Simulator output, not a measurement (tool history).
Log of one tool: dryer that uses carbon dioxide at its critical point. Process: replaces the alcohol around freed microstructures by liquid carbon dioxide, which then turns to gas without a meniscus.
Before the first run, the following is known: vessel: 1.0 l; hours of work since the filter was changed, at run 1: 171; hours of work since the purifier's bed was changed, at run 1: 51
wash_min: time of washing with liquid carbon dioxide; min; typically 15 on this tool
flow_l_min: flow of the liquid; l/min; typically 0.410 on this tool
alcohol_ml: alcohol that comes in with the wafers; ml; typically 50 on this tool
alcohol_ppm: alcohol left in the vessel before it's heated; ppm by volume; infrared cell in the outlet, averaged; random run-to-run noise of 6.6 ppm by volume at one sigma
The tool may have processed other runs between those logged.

run     day  wash_min  flow_l_min  alcohol_ml  hours of work since the filter was changed  hours of work since the purifier's bed was changed  alcohol_ppm
  1   0.000        15       0.410          50                                         171                                                  51          380
  2   0.292        15       0.410          22                                         175                                                  56          173
  3   0.629        20       0.410          50                                         180                                                  61           92
  4   0.875        22       0.410          50                                         184                                                  64           49
  5   1.121        15       0.410          50                                         187                                                  68          379
  6   1.575        15       0.410          50                                         194                                                  75          397
  7   1.958        15       0.410          42                                         200                                                  80          339
  8   2.496        15       0.410          41                                         208                                                  88          321
  9   2.775        17       0.410          50                                         212                                                  92          219
 10   3.333        17       0.410          50                                         220                                                 101          223
 11   3.658        15       0.410          50                                         225                                                 105          421
 12   4.196        15       0.410          50                                         233                                                 113          417
 13   4.654        15       0.247          50                                         239                                                 120         2991
 14   5.117        15       0.653          50                                         246                                                 127           37
 15   5.725        15       0.653          50                                         255                                                 136           43
 16   6.279        14       0.410          50                                         263                                                 144          580
 17   6.825        14       0.410          50                                         271                                                 152          603
 18   7.383        14       0.410          50                                         280                                                 160          595
 19   7.712        14       0.449          50                                         284                                                 165          392
 20   8.017        15       0.410          50                                         289                                                 169          450
 21   8.433        15       0.410          50                                         295                                                 176          465
 22   9.029        15       0.410          50                                         304                                                 184          469
 23   9.442        15       0.404          50                                         310                                                 190          520
 24   9.879        15       0.404          50                                         316                                                 197          514
 25  10.412        13       0.520          51                                         324                                                 205          296
     10.921  -- inlet filter changed
 26  10.962        10       0.410          50                                           1                                                 212         1658
 27  11.388        10       0.429          66                                           7                                                 218         1918
 28  11.862        15       0.627          67                                          14                                                 225           61
 29  12.254        15       0.627          67                                          20                                                 231           71
 30  12.854        15       0.627          67                                          28                                                 240           66
 31  13.350         9       0.410         103                                          36                                                 247         4815
 32  13.804         9       0.410         103                                          42                                                 254         5008
 33  14.271        12       0.465          99                                          49                                                 261         1007
 34  14.733        14       0.410         111                                          56                                                 268         1036
 35  15.100        14       0.410         111                                          62                                                 273         1023
 36  15.608        12       0.253          58                                          69                                                 281         5426
 37  16.058        12       0.253          58                                          76                                                 287         5293
 38  16.362        15       0.410          72                                          80                                                 292          527
 39  16.921        14       0.273          24                                          88                                                 300         1227
 40  17.217        10       0.286          85                                          93                                                 304         9054
 41  17.796        16       0.608         101                                         101                                                 313           88
 42  18.283        16       0.672          29                                         108                                                 320           63
 43  18.733        13       0.685          29                                         115                                                 327           75
 44  19.008        22       0.516          42                                         119                                                 331           64
 45  19.488        15       0.306          44                                         126                                                 338         1284
 46  19.875        13       0.306          24                                         132                                                 343         1113
 47  20.442        13       0.306          24                                         140                                                 352         1121

3 ways to go on from here, each from the tool as it stands after run 47. What would each give?
  A  20.875        19       0.516          32                                         146                                                 358            ?
  B  20.875        15       0.410          35                                         146                                                 358            ?
  C  20.875        13       0.618          24                                         146                                                 358            ?

run  alcohol_ppm
  A           81
  B          321
  C           88
Stripped of hidden state, with their random variation kept, the same runs would have yielded:
run  alcohol_ppm
  A           18
  B          210
  C           18
